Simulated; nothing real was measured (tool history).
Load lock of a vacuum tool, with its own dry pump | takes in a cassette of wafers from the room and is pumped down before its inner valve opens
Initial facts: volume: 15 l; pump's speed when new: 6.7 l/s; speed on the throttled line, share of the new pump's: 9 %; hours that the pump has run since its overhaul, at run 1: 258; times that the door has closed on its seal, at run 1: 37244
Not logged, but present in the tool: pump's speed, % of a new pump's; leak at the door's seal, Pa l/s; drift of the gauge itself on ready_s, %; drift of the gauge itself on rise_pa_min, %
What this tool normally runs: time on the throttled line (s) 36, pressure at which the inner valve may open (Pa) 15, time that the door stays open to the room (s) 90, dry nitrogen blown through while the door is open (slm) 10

run	hour	time on the throttled line (s)	pressure at which the inner valve may open (Pa)	time that the door stays open to the room (s)	dry nitrogen blown through while the door is open (slm)	hours that the pump has run since its overhaul	times that the door has closed on its seal	incoming humidity of the room's air, %	time from the closed door until the inner valve may open (s)	rise of the pressure with all valves shut (Pa/min)
1	0.0	36	15	90	10	258	37244	45.0	52.1	0.309
2	325.2	36	15	90	10	583	38328	47.8	52.5	0.325
3	633.6	36	15	132	10	891	39356	48.3	53.0	0.366
4	1034.4	18	15	90	10	1292	40692	46.0	36.8	0.334
5	1286.7	36	15	90	10	1544	41533	44.1	52.8	0.339
6	1611.6	36	15	90	10	1869	42617	44.2	53.3	0.344
7	1833.6	36	15	90	10	2091	43357	42.1	53.6	0.350
8	2093.8	36	15	90	18	2351	44224	44.1	53.5	0.346
9	2346.4	36	15	90	18	2604	45066	46.1	53.1	0.366
10	2735.1	36	15	90	36	2993	46362	44.0	53.2	0.347
11	3065.2	36	15	90	36	3323	47463	42.4	53.8	0.354
12	3483.9	36	15	90	36	3741	48859	42.4	53.3	0.377
13	3722.5	36	15	90	36	3980	49654	44.2	53.2	0.393
14	4132.1	36	15	90	36	4390	51020	43.9	54.1	0.397
15	4488.9	33	15	125	7	4746	52209	41.9	51.6	0.462
16	4774.9	33	15	125	7	5032	53163	43.9	51.9	0.474
17	5182.4	36	15	48	19	5440	54522	48.1	54.5	0.433
18	5468.4	36	15	48	19	5726	55475	45.8	54.7	0.435
19	5685.9	36	18	32	15	5943	56200	43.3	54.2	0.430
20	6009.3	36	18	32	15	6267	57278	46.7	54.3	0.452
21	6365.5	36	18	32	15	6623	58466	43.6	54.2	0.456
22	6573.0	36	15	101	36	6831	59158	47.9	54.6	0.505
23	7024.6	46	15	101	4	7282	60663	45.6	63.7	0.571
# hour 7425.1: door's seal changed, seat wiped
24	7462.9	23	25	60	6	7719	126	46.4	42.5	0.095
25	7749.6	36	16	90	10	8006	1081	49.8	54.9	0.113

4 options for the next run, each taken on its own from the tool as it stands now. Forecast them:
A	8124.1	49	11	90	40	8380	2330	44.0	?	?
B	8124.1	38	15	90	18	8380	2330	45.9	?	?
C	8124.1	58	14	43	10	8380	2330	42.8	?	?
D	8124.1	24	15	34	10	8380	2330	45.0	?	?

run	time from the closed door until the inner valve may open (s)	rise of the pressure with all valves shut (Pa/min)
A	67.7	0.068
B	56.9	0.094
C	75.3	0.071
D	44.3	0.062
The same runs, with their run-to-run variation unchanged, on a tool lacking any hidden condition would have given:
run	time from the closed door until the inner valve may open (s)	rise of the pressure with all valves shut (Pa/min)
A	65.0	0.061
B	54.2	0.087
C	72.8	0.064
D	41.4	0.055

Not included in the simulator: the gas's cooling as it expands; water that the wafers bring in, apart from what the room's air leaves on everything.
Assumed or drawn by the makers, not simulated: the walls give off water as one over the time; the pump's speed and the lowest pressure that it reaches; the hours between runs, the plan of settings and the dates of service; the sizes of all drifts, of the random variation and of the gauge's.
